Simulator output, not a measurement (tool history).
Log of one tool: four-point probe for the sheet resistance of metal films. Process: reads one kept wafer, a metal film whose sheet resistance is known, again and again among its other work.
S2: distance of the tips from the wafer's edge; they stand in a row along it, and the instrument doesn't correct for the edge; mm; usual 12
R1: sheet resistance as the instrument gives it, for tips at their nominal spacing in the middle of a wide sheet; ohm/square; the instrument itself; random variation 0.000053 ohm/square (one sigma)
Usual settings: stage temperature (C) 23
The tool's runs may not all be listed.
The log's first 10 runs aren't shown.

Run 11, hour 422.3: usual settings but stage temperature (C) 24. Result: R1 0.266431 ohm/square.
At hour 426.1: stage's thermometer calibrated.
Run 12, hour 450.4: usual settings but stage temperature (C) 24. Result: R1 0.266450 ohm/square.
Run 13, hour 498.8: usual settings but stage temperature (C) 24. Result: R1 0.266447 ohm/square.
Run 14, hour 551.4: usual settings but stage temperature (C) 24. Result: R1 0.266422 ohm/square.
Run 15, hour 576.3: usual settings but stage temperature (C) 24. Result: R1 0.266473 ohm/square.
Run 16, hour 617.6: usual settings but S2 22 mm. Result: R1 0.265406 ohm/square.
Run 17, hour 666.1: usual settings but S2 22 mm. Result: R1 0.265384 ohm/square.
Run 18, hour 713.6: usual settings but S2 22 mm. Result: R1 0.265432 ohm/square.
At hour 722.0: stage's thermometer calibrated, once more.
Run 19, hour 756.6: usual settings but S2 22 mm. Result: R1 0.264635 ohm/square.
Run 20, hour 798.6: usual settings but S2 22 mm. Result: R1 0.264603 ohm/square.

The next listed run, before its measurement:
Run 21, hour 825.0: usual settings but stage temperature (C) 22, S2 4 mm. Result: R1 ?.

Run 21 gave R1 0.277796 ohm/square.
Without the tool's hidden state the same run would have given R1 0.279387 ohm/square.
